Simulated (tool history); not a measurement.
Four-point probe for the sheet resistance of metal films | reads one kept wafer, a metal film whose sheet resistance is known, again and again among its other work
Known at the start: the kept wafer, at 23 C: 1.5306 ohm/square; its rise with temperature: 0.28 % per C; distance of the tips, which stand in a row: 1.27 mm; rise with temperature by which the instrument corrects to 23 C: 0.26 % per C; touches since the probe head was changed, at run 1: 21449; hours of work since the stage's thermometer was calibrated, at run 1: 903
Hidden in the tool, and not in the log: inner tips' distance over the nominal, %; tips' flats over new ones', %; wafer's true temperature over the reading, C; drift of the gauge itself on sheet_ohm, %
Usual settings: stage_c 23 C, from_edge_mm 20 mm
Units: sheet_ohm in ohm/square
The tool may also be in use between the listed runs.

run   hour  stage_c  from_edge_mm  touches since the probe head was changed  hours of work since the stage's thermometer was calibrated  sheet_ohm
  1      0       23            20                                     21449                                                         903   1.534447
  2   15.4       23            20                                     22145                                                         915    1.53304
  3     32       23            20                                     22893                                                         927   1.534362
  4   43.1       22            20                                     23393                                                         935   1.534106
  5   54.4       22            20                                     23906                                                         943   1.533874
  6   68.9       22            20                                     24558                                                         954   1.534043
  7   79.8       19            40                                     25054                                                         962   1.530405
  8   96.3       19            42                                     25798                                                         975   1.530425
  9  104.1       19            42                                     26148                                                         980   1.530211
 10  111.4       24            31                                     26479                                                         986   1.531647
 11  123.8       18             3                                     27039                                                         995   1.662678
 12  140.1       18             3                                     27775                                                        1007    1.66271

4 ways to go on from here, each from the tool as it stands after run 12. What would each give?
  A  147.6       22            15                                     28114                                                        1013          ?
  B  147.6       27            20                                     28114                                                        1013          ?
  C  147.6       26             3                                     28114                                                        1013          ?
  D  147.6       18            25                                     28114                                                        1013          ?

run  sheet_ohm
  A   1.536503
  B   1.534795
  C   1.664468
  D   1.531459
Without the tool's hidden state the same runs would have given:
run  sheet_ohm
  A   1.536471
  B   1.534763
  C   1.664433
  D   1.531426
